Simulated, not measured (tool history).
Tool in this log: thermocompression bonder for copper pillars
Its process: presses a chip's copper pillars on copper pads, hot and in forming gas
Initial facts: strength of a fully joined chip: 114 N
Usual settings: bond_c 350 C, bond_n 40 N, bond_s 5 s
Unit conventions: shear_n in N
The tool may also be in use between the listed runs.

run	hour	bond_c	bond_n	bond_s	shear_n
1	0.0	350	40	5	71.8
2	7.3	350	40	7	80.7
3	14.4	350	40	3	62.8
4	22.6	350	40	3	62.2
5	31.2	350	41	5	73.4
6	40.9	350	41	5	72.7
7	48.9	350	33	5	65.6
8	60.7	350	33	5	65.0
9	67.6	350	33	5	66.6
10	80.3	350	33	5	66.0
11	86.9	350	33	5	65.3
12	93.0	350	33	5	64.8
13	106.1	350	33	5	65.1
14	118.1	350	40	5	71.1
15	125.8	350	40	5	70.4
16	138.6	324	40	5	54.9
17	148.9	350	54	5	80.5
18	155.9	350	54	5	81.1
19	165.0	350	40	5	70.9
20	176.1	350	40	5	71.2
# hour 180.2: forming gas filter changed
21	187.7	350	40	5	74.9
22	194.5	350	60	5	89.4
23	206.0	330	26	11	63.4
24	213.2	330	26	5	47.6
25	226.0	330	26	5	47.9
26	234.1	330	26	5	47.3
27	246.5	340	26	10	67.3
28	257.2	329	39	3	50.1
29	268.0	329	39	3	48.8
30	275.7	329	39	3	50.1
31	287.4	354	31	4	62.2
32	294.8	354	31	4	63.6
33	302.0	367	31	9	87.0
34	313.9	367	31	9	86.6
35	327.2	367	31	9	88.0
36	333.1	354	57	13	102.7
37	342.6	354	57	13	102.8
38	348.9	326	34	13	71.0
39	359.7	345	40	5	70.1

Alternative continuations, all from the tool just after run 39; predict every row:
A	368.5	350	32	7	?
B	368.5	331	56	4	?
C	368.5	344	40	5	?
D	368.5	357	40	4	?
E	368.5	335	44	3	?

run	shear_n
A	72.0
B	67.0
C	69.5
D	73.7
E	57.4
Take away the tool's hidden state, keep each run's random variation, and the runs would have read:
run	shear_n
A	76.9
B	72.0
C	74.4
D	78.5
E	62.1
